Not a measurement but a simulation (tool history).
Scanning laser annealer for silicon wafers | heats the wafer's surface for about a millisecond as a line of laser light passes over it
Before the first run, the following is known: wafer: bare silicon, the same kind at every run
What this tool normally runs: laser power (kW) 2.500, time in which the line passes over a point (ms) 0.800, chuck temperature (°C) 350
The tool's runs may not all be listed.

run,hour,laser power (kW),time in which the line passes over a point (ms),chuck temperature (°C),highest temperature of the surface (°C)
1,0.0,2.500,0.800,350,1157
2,27.1,2.500,0.800,350,1151
3,65.5,2.197,0.800,350,1031
4,85.0,2.500,0.692,350,1085
5,120.6,2.500,0.692,350,1078
6,140.7,2.500,0.692,350,1078
7,169.0,2.500,0.692,350,1071
8,205.8,2.461,0.593,350,994
9,246.7,2.655,0.874,350,1233
10,290.3,2.655,0.874,350,1223
11,309.2,2.500,0.806,321,1094
12,327.8,2.500,0.806,321,1092
13,369.8,2.500,0.806,321,1098
14,390.7,2.500,0.712,350,1070

Missing from the log above: 2 entries noted between runs. For each, name the pair of listed runs it sits between and say how the tool's hidden condition differs from the listed run just before to the listed run just after:
In the gap between runs 9 and 10: optics aligned, line set to its width (hour 253.5)
  light that passes the window, % of a clean one's: 97.21 -> 96.81; laser's true power over the reading, %: -0.37 -> -0.38; width of the line over the set one, %: 1.69 -> 2.15
  measured value less the no-hidden-state value, highest temperature of the surface (°C): -47 -> -54
In the gap between runs 12 and 13: optics aligned, line set to its width, once more (hour 364.5)
  light that passes the window, % of a clean one's: 96.42 -> 96.06; laser's true power over the reading, %: -0.4 -> -0.42; width of the line over the set one, %: 2.18 -> 0.17
  measured value less the no-hidden-state value, highest temperature of the surface (°C): -51 -> -46
